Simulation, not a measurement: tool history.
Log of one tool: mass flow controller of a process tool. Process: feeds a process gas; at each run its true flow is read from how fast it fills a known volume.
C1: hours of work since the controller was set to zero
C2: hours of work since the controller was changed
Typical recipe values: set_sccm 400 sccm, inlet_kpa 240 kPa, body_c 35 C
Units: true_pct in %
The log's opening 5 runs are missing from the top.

run 6 hour=1776.7 | set_sccm=400 inlet_kpa=240 body_c=35 | C1=1612 C2=1612 | true_pct=97.27
run 7 hour=2258.3 | set_sccm=400 inlet_kpa=240 body_c=35 | C1=1852 C2=1852 | true_pct=97.11
run 8 hour=2614.6 | set_sccm=290 inlet_kpa=240 body_c=35 | C1=2030 C2=2030 | true_pct=96.31
run 9 hour=2835.3 | set_sccm=435 inlet_kpa=240 body_c=35 | C1=2140 C2=2140 | true_pct=97.02
run 10 hour=3139.7 | set_sccm=435 inlet_kpa=240 body_c=35 | C1=2293 C2=2293 | true_pct=97.07
run 11 hour=3444.8 | set_sccm=435 inlet_kpa=240 body_c=35 | C1=2445 C2=2445 | true_pct=96.87
run 12 hour=3736.7 | set_sccm=400 inlet_kpa=240 body_c=35 | C1=2591 C2=2591 | true_pct=96.46
run 13 hour=3991.1 | set_sccm=400 inlet_kpa=240 body_c=35 | C1=2718 C2=2718 | true_pct=96.51
run 14 hour=4258.7 | set_sccm=400 inlet_kpa=254 body_c=35 | C1=2852 C2=2852 | true_pct=96.61
run 15 hour=4765.8 | set_sccm=400 inlet_kpa=240 body_c=35 | C1=3105 C2=3105 | true_pct=96.13
run 16 hour=5266.2 | set_sccm=124 inlet_kpa=240 body_c=35 | C1=3355 C2=3355 | true_pct=91.52
run 17 hour=5751.8 | set_sccm=124 inlet_kpa=240 body_c=35 | C1=3598 C2=3598 | true_pct=91.10
run 18 hour=6246.0 | set_sccm=124 inlet_kpa=240 body_c=35 | C1=3845 C2=3845 | true_pct=90.71
run 19 hour=6661.4 | set_sccm=464 inlet_kpa=217 body_c=20 | C1=4052 C2=4052 | true_pct=96.63
run 20 hour=7033.9 | set_sccm=493 inlet_kpa=217 body_c=20 | C1=4238 C2=4238 | true_pct=96.70

Run 21 comes next. What will it give?
run 21 hour=7350.6 | set_sccm=493 inlet_kpa=217 body_c=20 | C1=4397 C2=4397 | true_pct=?

true_pct: 96.55 %
Without the tool's hidden state the same run would have given true_pct 98.84 %.

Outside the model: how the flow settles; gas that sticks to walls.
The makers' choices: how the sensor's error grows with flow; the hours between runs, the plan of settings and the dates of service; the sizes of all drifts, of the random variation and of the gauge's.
